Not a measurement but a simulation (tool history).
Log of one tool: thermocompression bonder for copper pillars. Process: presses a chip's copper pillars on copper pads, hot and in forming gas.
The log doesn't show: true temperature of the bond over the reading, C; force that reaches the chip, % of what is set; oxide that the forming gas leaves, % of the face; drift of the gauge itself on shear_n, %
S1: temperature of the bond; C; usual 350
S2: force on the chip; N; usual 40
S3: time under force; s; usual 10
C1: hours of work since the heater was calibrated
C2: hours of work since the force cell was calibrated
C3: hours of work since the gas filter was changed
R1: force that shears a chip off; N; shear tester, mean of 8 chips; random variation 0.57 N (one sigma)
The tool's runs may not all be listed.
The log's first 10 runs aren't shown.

run   hour   S1  S2  S3   C1   C2   C3     R1
 11  129.1  350  40  10  464  194   17   95.8
     132.7  -- heater calibrated with a thermocouple chip
 12    149  350  40  10    9  203   26   95.8
 13  158.7  350  40  10   14  208   31   96.3
 14  174.1  350  55  10   22  216   40  115.6
 15  189.4  350  55  10   30  224   48    114
     195.6  -- heater calibrated with a thermocouple chip, once more
 16  202.5  350  55  10    4  230   54  113.7
 17    220  350  55  10   13  240   63  112.6
 18  230.2  350  55  10   18  245   68  111.8
 19  243.3  372  55  12   25  252   75  122.2
 20  252.2  372  55  12   30  257   80  121.3
 21  269.5  356  26  11   39  266   89   66.7
 22    283  356  26  11   46  273   96   65.6
 23  293.5  350  40   7   52  278  102   82.3
 24  304.4  366  28   8   58  284  107   68.8
 25  320.8  342  28  15   66  293  116   70.4
 26  332.2  361  38   6   72  299  122   79.9
 27  342.3  335  53  17   78  304  127  109.6
 28  358.4  335  53  17   86  313  136  109.1
 29  369.5  342  35   7   92  319  142   67.1
 30  386.4  342  35   7  101  328  151   66.1
 31  395.5  351  40  10  106  332  156   87.8

5 ways to go on from here, each from the tool as it stands after run 31. What would each give?
  A   406  330  40  29  111  338  161   ?
  B   406  365  38  12  111  338  161   ?
  C   406  351  40   7  111  338  161   ?
  D   406  350  40  10  111  338  161   ?
  E   406  358  43  10  111  338  161   ?

run    R1
  A  99.5
  B  95.2
  C  80.7
  D  87.9
  E  95.5
Without the tool's hidden state the same runs would have given:
run     R1
  A  108.5
  B  103.7
  C   87.7
  D   95.6
  E    104

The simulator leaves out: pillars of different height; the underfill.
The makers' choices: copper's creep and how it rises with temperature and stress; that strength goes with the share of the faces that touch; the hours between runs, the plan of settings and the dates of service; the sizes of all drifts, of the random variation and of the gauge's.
